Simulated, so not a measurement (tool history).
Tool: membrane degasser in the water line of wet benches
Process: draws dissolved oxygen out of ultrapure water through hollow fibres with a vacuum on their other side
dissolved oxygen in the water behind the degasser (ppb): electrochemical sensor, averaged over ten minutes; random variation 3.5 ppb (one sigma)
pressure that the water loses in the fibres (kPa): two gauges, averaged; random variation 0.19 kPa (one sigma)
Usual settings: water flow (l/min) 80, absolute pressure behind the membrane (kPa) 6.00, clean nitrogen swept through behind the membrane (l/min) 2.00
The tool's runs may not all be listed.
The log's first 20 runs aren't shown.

| run | day | water flow (l/min) | absolute pressure behind the membrane (kPa) | clean nitrogen swept through behind the membrane (l/min) | dissolved oxygen in the water behind the degasser (ppb) | pressure that the water loses in the fibres (kPa) |
|---|---|---|---|---|---|---|
| 21 | 98.483 | 90 | 4.47 | 5.52 | 241.2 | 46.51 |
| 22 | 103.738 | 90 | 4.49 | 5.52 | 245.7 | 46.72 |
| 23 | 106.779 | 112 | 7.62 | 3.75 | 568.2 | 57.93 |
| 24 | 109.625 | 80 | 7.17 | 2.00 | 457.1 | 41.88 |
| 25 | 114.829 | 80 | 7.59 | 1.15 | 658.7 | 41.71 |
| 26 | 118.383 | 80 | 7.59 | 1.15 | 661.5 | 41.68 |
| 27 | 123.883 | 80 | 7.59 | 1.15 | 658.9 | 41.99 |
| 28 | 128.554 | 80 | 3.80 | 2.82 | 199.2 | 41.56 |
| 29 | 134.179 | 80 | 13.02 | 2.82 | 712.6 | 41.58 |
| 30 | 136.858 | 89 | 13.02 | 2.64 | 805.2 | 46.21 |
| 31 | 143.333 | 89 | 13.02 | 2.64 | 807.8 | 46.45 |

4 ways to go on from here, each from the tool as it stands after run 31. What would each give?
| A | 148.383 | 68 | 13.02 | 1.96 | ? | ? |
| B | 148.383 | 73 | 6.18 | 5.32 | ? | ? |
| C | 148.383 | 80 | 6.77 | 0.81 | ? | ? |
| D | 148.383 | 89 | 4.97 | 3.82 | ? | ? |

| run | dissolved oxygen in the water behind the degasser (ppb) | pressure that the water loses in the fibres (kPa) |
|---|---|---|
| A | 761.2 | 35.65 |
| B | 222.2 | 38.31 |
| C | 684.9 | 41.96 |
| D | 293.1 | 46.96 |
Without the tool's hidden state the same runs would have given:
| run | dissolved oxygen in the water behind the degasser (ppb) | pressure that the water loses in the fibres (kPa) |
|---|---|---|
| A | 733.6 | 34.16 |
| B | 195.9 | 36.70 |
| C | 638.9 | 40.19 |
| D | 254.8 | 44.99 |
